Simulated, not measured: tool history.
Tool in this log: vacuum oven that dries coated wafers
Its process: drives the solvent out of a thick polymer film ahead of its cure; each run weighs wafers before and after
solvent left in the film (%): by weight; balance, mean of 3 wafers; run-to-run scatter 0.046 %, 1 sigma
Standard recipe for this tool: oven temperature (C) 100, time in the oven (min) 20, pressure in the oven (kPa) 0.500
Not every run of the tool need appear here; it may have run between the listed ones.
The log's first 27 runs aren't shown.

run 28 hour=286.2 | oven_temperature_(C)=100 time_in_the_oven_(min)=21 pressure_in_the_oven_(kPa)=0.500 | solvent_left_in_the_film_(%)=2.09
run 29 hour=294.8 | oven_temperature_(C)=100 time_in_the_oven_(min)=11 pressure_in_the_oven_(kPa)=0.500 | solvent_left_in_the_film_(%)=4.39
run 30 hour=309.5 | oven_temperature_(C)=100 time_in_the_oven_(min)=27 pressure_in_the_oven_(kPa)=1.098 | solvent_left_in_the_film_(%)=1.78
run 31 hour=323.5 | oven_temperature_(C)=100 time_in_the_oven_(min)=27 pressure_in_the_oven_(kPa)=1.098 | solvent_left_in_the_film_(%)=1.92
run 32 hour=333.5 | oven_temperature_(C)=89 time_in_the_oven_(min)=27 pressure_in_the_oven_(kPa)=1.098 | solvent_left_in_the_film_(%)=3.36
run 33 hour=340.6 | oven_temperature_(C)=89 time_in_the_oven_(min)=27 pressure_in_the_oven_(kPa)=1.098 | solvent_left_in_the_film_(%)=3.45
run 34 hour=348.5 | oven_temperature_(C)=100 time_in_the_oven_(min)=13 pressure_in_the_oven_(kPa)=0.256 | solvent_left_in_the_film_(%)=3.63
run 35 hour=359.4 | oven_temperature_(C)=100 time_in_the_oven_(min)=13 pressure_in_the_oven_(kPa)=0.256 | solvent_left_in_the_film_(%)=3.73
run 36 hour=367.9 | oven_temperature_(C)=100 time_in_the_oven_(min)=13 pressure_in_the_oven_(kPa)=0.256 | solvent_left_in_the_film_(%)=3.70

Below are 4 alternative next runs, each starting from the tool's condition after run 36. Predict each:
run A hour=377.9 | oven_temperature_(C)=108 time_in_the_oven_(min)=13 pressure_in_the_oven_(kPa)=0.668 | solvent_left_in_the_film_(%)=?
run B hour=377.9 | oven_temperature_(C)=100 time_in_the_oven_(min)=23 pressure_in_the_oven_(kPa)=1.029 | solvent_left_in_the_film_(%)=?
run C hour=377.9 | oven_temperature_(C)=104 time_in_the_oven_(min)=35 pressure_in_the_oven_(kPa)=1.862 | solvent_left_in_the_film_(%)=?
run D hour=377.9 | oven_temperature_(C)=100 time_in_the_oven_(min)=24 pressure_in_the_oven_(kPa)=0.500 | solvent_left_in_the_film_(%)=?

run=A solvent_left_in_the_film_(%)=2.58
run=B solvent_left_in_the_film_(%)=2.15
run=C solvent_left_in_the_film_(%)=1.55
run=D solvent_left_in_the_film_(%)=1.71
Had the tool no hidden state, the same runs would have come out as:
run=A solvent_left_in_the_film_(%)=2.67
run=B solvent_left_in_the_film_(%)=2.20
run=C solvent_left_in_the_film_(%)=1.55
run=D solvent_left_in_the_film_(%)=1.75
